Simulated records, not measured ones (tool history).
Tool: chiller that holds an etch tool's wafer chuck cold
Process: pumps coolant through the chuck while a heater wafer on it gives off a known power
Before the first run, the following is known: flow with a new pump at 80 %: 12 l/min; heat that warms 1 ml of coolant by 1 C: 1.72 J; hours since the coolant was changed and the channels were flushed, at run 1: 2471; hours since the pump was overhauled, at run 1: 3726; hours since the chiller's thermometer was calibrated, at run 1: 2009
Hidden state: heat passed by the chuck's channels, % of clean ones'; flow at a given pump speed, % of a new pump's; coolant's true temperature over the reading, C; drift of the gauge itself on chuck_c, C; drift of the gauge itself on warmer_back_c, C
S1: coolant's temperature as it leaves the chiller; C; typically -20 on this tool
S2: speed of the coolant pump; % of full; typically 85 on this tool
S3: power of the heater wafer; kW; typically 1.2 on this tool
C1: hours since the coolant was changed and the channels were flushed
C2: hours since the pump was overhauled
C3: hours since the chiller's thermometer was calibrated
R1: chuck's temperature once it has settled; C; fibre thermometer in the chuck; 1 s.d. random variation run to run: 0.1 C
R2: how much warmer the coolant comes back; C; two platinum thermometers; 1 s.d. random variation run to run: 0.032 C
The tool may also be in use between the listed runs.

{"run": 1, "hour": 0.0, "S1": -20, "S2": 85, "S3": 1.2, "C1": 2471, "C2": 3726, "C3": 2009, "R1": -9.9, "R2": 3.27}
{"run": 2, "hour": 57.5, "S1": -20, "S2": 85, "S3": 1.429, "C1": 2529, "C2": 3784, "C3": 2066, "R1": -7.8, "R2": 3.92}
{"run": 3, "hour": 123.8, "S1": -20, "S2": 85, "S3": 1.366, "C1": 2595, "C2": 3850, "C3": 2132, "R1": -8.3, "R2": 3.76}
{"hour": 168.0, "done": "chiller's thermometer calibrated"}
{"run": 4, "hour": 170.5, "S1": -20, "S2": 85, "S3": 1.2, "C1": 2641, "C2": 3896, "C3": 3, "R1": -9.7, "R2": 3.32}
{"run": 5, "hour": 233.5, "S1": -20, "S2": 85, "S3": 1.2, "C1": 2704, "C2": 3959, "C3": 65, "R1": -9.7, "R2": 3.27}
{"run": 6, "hour": 283.2, "S1": -26, "S2": 85, "S3": 1.2, "C1": 2753, "C2": 4008, "C3": 115, "R1": -15.9, "R2": 3.38}
{"run": 7, "hour": 354.0, "S1": -26, "S2": 85, "S3": 1.2, "C1": 2824, "C2": 4079, "C3": 186, "R1": -15.9, "R2": 3.28}
{"run": 8, "hour": 461.0, "S1": -20, "S2": 85, "S3": 0.875, "C1": 2931, "C2": 4186, "C3": 293, "R1": -12.7, "R2": 2.42}
{"run": 9, "hour": 572.9, "S1": -20, "S2": 85, "S3": 1.393, "C1": 3043, "C2": 4298, "C3": 405, "R1": -8.2, "R2": 3.85}
{"run": 10, "hour": 622.9, "S1": -20, "S2": 85, "S3": 1.393, "C1": 3093, "C2": 4348, "C3": 455, "R1": -8, "R2": 3.85}
{"run": 11, "hour": 735.2, "S1": -20, "S2": 61, "S3": 1.2, "C1": 3205, "C2": 4460, "C3": 567, "R1": -6.2, "R2": 4.72}
{"run": 12, "hour": 846.0, "S1": -26, "S2": 73, "S3": 1.2, "C1": 3316, "C2": 4571, "C3": 678, "R1": -14.4, "R2": 3.93}
{"run": 13, "hour": 918.9, "S1": -26, "S2": 73, "S3": 1.2, "C1": 3389, "C2": 4644, "C3": 751, "R1": -14.2, "R2": 3.92}
{"run": 14, "hour": 1020.7, "S1": -20, "S2": 94, "S3": 0.634, "C1": 3491, "C2": 4746, "C3": 853, "R1": -15.1, "R2": 1.67}
{"run": 15, "hour": 1099.9, "S1": -23, "S2": 63, "S3": 1.232, "C1": 3570, "C2": 4825, "C3": 932, "R1": -9.1, "R2": 4.64}
{"run": 16, "hour": 1198.9, "S1": -23, "S2": 63, "S3": 1.232, "C1": 3669, "C2": 4924, "C3": 1031, "R1": -9.3, "R2": 4.65}
{"run": 17, "hour": 1250.8, "S1": -23, "S2": 85, "S3": 1.2, "C1": 3721, "C2": 4976, "C3": 1083, "R1": -12.8, "R2": 3.45}
{"run": 18, "hour": 1319.4, "S1": -29, "S2": 85, "S3": 1.708, "C1": 3790, "C2": 5044, "C3": 1151, "R1": -14.4, "R2": 4.79}

Predict each of these 3 candidate next runs independently; none follows another, all start after run 18:
{"run": "A", "hour": 1400.4, "S1": -27, "S2": 85, "S3": 0.713, "C1": 3871, "C2": 5125, "C3": 1232, "R1": "?", "R2": "?"}
{"run": "B", "hour": 1400.4, "S1": -13, "S2": 98, "S3": 1.456, "C1": 3871, "C2": 5125, "C3": 1232, "R1": "?", "R2": "?"}
{"run": "C", "hour": 1400.4, "S1": -28, "S2": 95, "S3": 1.495, "C1": 3871, "C2": 5125, "C3": 1232, "R1": "?", "R2": "?"}

run=A R1=-20.9 R2=2.05
run=B R1=-2.1 R2=3.53
run=C R1=-16.4 R2=3.75
Without the tool's hidden state the same runs would have given:
run=A R1=-20.9 R2=1.94
run=B R1=-2.1 R2=3.41
run=C R1=-16.5 R2=3.63
